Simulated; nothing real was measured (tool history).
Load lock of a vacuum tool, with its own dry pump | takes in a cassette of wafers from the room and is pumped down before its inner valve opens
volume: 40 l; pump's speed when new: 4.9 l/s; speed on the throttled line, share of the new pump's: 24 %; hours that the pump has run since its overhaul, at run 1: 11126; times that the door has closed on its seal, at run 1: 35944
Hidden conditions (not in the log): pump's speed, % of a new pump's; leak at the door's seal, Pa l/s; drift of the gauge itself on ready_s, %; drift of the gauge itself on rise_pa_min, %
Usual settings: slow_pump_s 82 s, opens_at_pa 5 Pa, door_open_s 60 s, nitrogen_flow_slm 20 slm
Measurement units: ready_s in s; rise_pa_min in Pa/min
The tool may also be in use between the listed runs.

| run | hour | slow_pump_s | opens_at_pa | door_open_s | nitrogen_flow_slm | hours that the pump has run since its overhaul | times that the door has closed on its seal | incoming humidity of the room's air, % | ready_s | rise_pa_min |
|---|---|---|---|---|---|---|---|---|---|---|
| 1 | 0.0 | 82 | 5 | 60 | 20 | 11126 | 35944 | 42.6 | 156.8 | 0.272 |
| 2 | 127.3 | 82 | 5 | 60 | 20 | 11254 | 36409 | 44.8 | 158.0 | 0.281 |
| 3 | 380.7 | 82 | 5 | 60 | 20 | 11507 | 37336 | 46.2 | 155.4 | 0.285 |
| 4 | 631.1 | 82 | 5 | 60 | 20 | 11757 | 38252 | 50.0 | 157.3 | 0.304 |
| 5 | 886.3 | 82 | 5 | 60 | 20 | 12013 | 39185 | 47.1 | 156.5 | 0.302 |
| 6 | 1110.8 | 82 | 5 | 60 | 26 | 12237 | 40006 | 45.9 | 156.8 | 0.324 |
| 7 | 1234.3 | 82 | 5 | 60 | 26 | 12361 | 40458 | 43.1 | 158.0 | 0.324 |
| 8 | 1364.7 | 82 | 5 | 60 | 26 | 12491 | 40935 | 47.2 | 158.5 | 0.326 |
| 9 | 1654.4 | 82 | 5 | 60 | 20 | 12781 | 41994 | 44.7 | 157.8 | 0.346 |
| 10 | 1921.7 | 58 | 10 | 60 | 20 | 13048 | 42972 | 44.1 | 134.8 | 0.352 |
| 11 | 2201.4 | 58 | 10 | 60 | 20 | 13328 | 43995 | 47.4 | 134.5 | 0.371 |
| 12 | 2414.2 | 58 | 10 | 60 | 20 | 13540 | 44773 | 45.5 | 134.0 | 0.372 |
| 13 | 2707.4 | 82 | 6 | 60 | 7 | 13834 | 45845 | 40.9 | 157.6 | 0.401 |
| 14 | 2914.7 | 82 | 5 | 43 | 20 | 14041 | 46604 | 45.3 | 161.3 | 0.391 |
| 15 | 3075.5 | 82 | 5 | 43 | 20 | 14202 | 47191 | 46.9 | 161.5 | 0.403 |
| 16 | 3260.1 | 111 | 6 | 37 | 32 | 14386 | 47866 | 43.6 | 177.8 | 0.412 |
| 17 | 3405.6 | 82 | 5 | 53 | 20 | 14532 | 48399 | 42.4 | 159.9 | 0.434 |

5 options for the next run, each taken on its own from the tool as it stands now. Forecast them:
| A | 3642.0 | 47 | 6 | 60 | 20 | 14768 | 49263 | 45.8 | ? | ? |
| B | 3642.0 | 82 | 5 | 34 | 14 | 14768 | 49263 | 45.9 | ? | ? |
| C | 3642.0 | 82 | 5 | 118 | 20 | 14768 | 49263 | 39.2 | ? | ? |
| D | 3642.0 | 59 | 5 | 106 | 9 | 14768 | 49263 | 45.0 | ? | ? |
| E | 3642.0 | 91 | 6 | 131 | 20 | 14768 | 49263 | 47.4 | ? | ? |

| run | ready_s | rise_pa_min |
|---|---|---|
| A | 133.5 | 0.442 |
| B | 162.6 | 0.444 |
| C | 160.8 | 0.455 |
| D | 144.2 | 0.453 |
| E | 164.8 | 0.460 |
With no hidden state in the tool, these same runs would have given:
| run | ready_s | rise_pa_min |
|---|---|---|
| A | 116.0 | 0.030 |
| B | 146.5 | 0.024 |
| C | 144.9 | 0.029 |
| D | 127.0 | 0.043 |
| E | 149.9 | 0.043 |
